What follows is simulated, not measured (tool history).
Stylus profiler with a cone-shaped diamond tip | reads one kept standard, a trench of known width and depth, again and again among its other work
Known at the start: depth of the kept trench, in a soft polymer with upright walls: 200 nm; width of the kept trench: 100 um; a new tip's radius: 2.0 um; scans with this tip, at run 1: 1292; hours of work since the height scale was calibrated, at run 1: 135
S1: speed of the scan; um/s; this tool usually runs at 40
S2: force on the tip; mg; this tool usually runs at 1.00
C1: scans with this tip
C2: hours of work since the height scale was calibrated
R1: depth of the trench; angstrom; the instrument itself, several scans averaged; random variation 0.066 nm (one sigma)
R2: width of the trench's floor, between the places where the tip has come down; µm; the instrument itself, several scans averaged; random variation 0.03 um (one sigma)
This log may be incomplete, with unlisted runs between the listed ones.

run   hour  S1    S2    C1   C2      R1     R2
  1    0.0  40  1.00  1292  135  2017.5  97.96
  2   77.7  40  1.00  1742  183  2018.5  97.90
  3  131.1  40  1.00  2051  215  2019.6  97.84
  4  179.1  40  1.00  2329  244  2018.4  97.82
  5  277.9  40  1.00  2902  304  2018.3  97.77
  6  363.9  40  1.00  3400  357  2021.1  97.73
  7  445.2  40  1.00  3871  406  2019.3  97.74
  8  490.1  40  1.00  4131  433  2021.2  97.70

Expected results for the next run?
  9  541.7  51  1.43  4430  465   ?   ?

Run 9 measured R1 2024.1 angstrom, R2 97.72 µm.
Without the tool's hidden state the same run would have given R1 2019.1 angstrom, R2 98.06 µm.

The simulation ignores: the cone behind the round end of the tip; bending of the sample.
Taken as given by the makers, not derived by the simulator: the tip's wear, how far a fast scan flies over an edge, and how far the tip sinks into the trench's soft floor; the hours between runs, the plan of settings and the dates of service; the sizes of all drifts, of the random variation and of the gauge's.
